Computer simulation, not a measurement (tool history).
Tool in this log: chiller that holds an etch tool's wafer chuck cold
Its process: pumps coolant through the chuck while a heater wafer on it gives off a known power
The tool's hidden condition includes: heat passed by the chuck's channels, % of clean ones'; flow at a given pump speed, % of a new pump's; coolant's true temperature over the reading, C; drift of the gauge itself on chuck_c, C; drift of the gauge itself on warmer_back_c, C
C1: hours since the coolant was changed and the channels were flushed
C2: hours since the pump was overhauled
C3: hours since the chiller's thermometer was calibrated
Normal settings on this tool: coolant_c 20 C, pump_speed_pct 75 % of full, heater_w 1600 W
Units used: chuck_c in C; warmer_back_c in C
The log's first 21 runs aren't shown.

{"run": 22, "hour": 1430.6, "coolant_c": 16, "pump_speed_pct": 87, "heater_w": 818, "C1": 3226, "C2": 4098, "C3": 545, "chuck_c": 25.6, "warmer_back_c": 2.43}
{"run": 23, "hour": 1472.8, "coolant_c": 11, "pump_speed_pct": 75, "heater_w": 1600, "C1": 3268, "C2": 4141, "C3": 587, "chuck_c": 31.7, "warmer_back_c": 5.66}
{"run": 24, "hour": 1554.8, "coolant_c": 18, "pump_speed_pct": 75, "heater_w": 1010, "C1": 3350, "C2": 4223, "C3": 669, "chuck_c": 31.3, "warmer_back_c": 3.5}
{"run": 25, "hour": 1628.8, "coolant_c": 18, "pump_speed_pct": 75, "heater_w": 1010, "C1": 3424, "C2": 4297, "C3": 743, "chuck_c": 31.3, "warmer_back_c": 3.54}
{"run": 26, "hour": 1727.9, "coolant_c": 18, "pump_speed_pct": 75, "heater_w": 1010, "C1": 3523, "C2": 4396, "C3": 842, "chuck_c": 31.3, "warmer_back_c": 3.52}
{"run": 27, "hour": 1810.3, "coolant_c": 10, "pump_speed_pct": 98, "heater_w": 1127, "C1": 3606, "C2": 4478, "C3": 925, "chuck_c": 22.4, "warmer_back_c": 3.05}
{"run": 28, "hour": 1863.9, "coolant_c": 10, "pump_speed_pct": 98, "heater_w": 1127, "C1": 3659, "C2": 4532, "C3": 978, "chuck_c": 22.4, "warmer_back_c": 3.05}
{"run": 29, "hour": 1915.2, "coolant_c": 24, "pump_speed_pct": 91, "heater_w": 1558, "C1": 3711, "C2": 4583, "C3": 1029, "chuck_c": 42.0, "warmer_back_c": 4.49}
{"run": 30, "hour": 1960.1, "coolant_c": 12, "pump_speed_pct": 81, "heater_w": 970, "C1": 3756, "C2": 4628, "C3": 1074, "chuck_c": 24.3, "warmer_back_c": 3.21}
{"run": 31, "hour": 2049.4, "coolant_c": 13, "pump_speed_pct": 61, "heater_w": 1600, "C1": 3845, "C2": 4717, "C3": 1164, "chuck_c": 38.1, "warmer_back_c": 6.95}
{"run": 32, "hour": 2128.2, "coolant_c": 10, "pump_speed_pct": 62, "heater_w": 1694, "C1": 3924, "C2": 4796, "C3": 1242, "chuck_c": 36.2, "warmer_back_c": 7.27}

What if the next run were any one of these 3? Each begins from the tool's condition after run 32:
{"run": "A", "hour": 2180.5, "coolant_c": 20, "pump_speed_pct": 89, "heater_w": 812, "C1": 3976, "C2": 4848, "C3": 1295, "chuck_c": "?", "warmer_back_c": "?"}
{"run": "B", "hour": 2180.5, "coolant_c": 26, "pump_speed_pct": 62, "heater_w": 2241, "C1": 3976, "C2": 4848, "C3": 1295, "chuck_c": "?", "warmer_back_c": "?"}
{"run": "C", "hour": 2180.5, "coolant_c": 27, "pump_speed_pct": 62, "heater_w": 1694, "C1": 3976, "C2": 4848, "C3": 1295, "chuck_c": "?", "warmer_back_c": "?"}

run=A chuck_c=29.7 warmer_back_c=2.43
run=B chuck_c=60.9 warmer_back_c=9.64
run=C chuck_c=53.6 warmer_back_c=7.30
Without the tool's unlogged condition, the same runs would have read:
run=A chuck_c=27.7 warmer_back_c=2.29
run=B chuck_c=54.0 warmer_back_c=9.06
run=C chuck_c=48.3 warmer_back_c=6.86
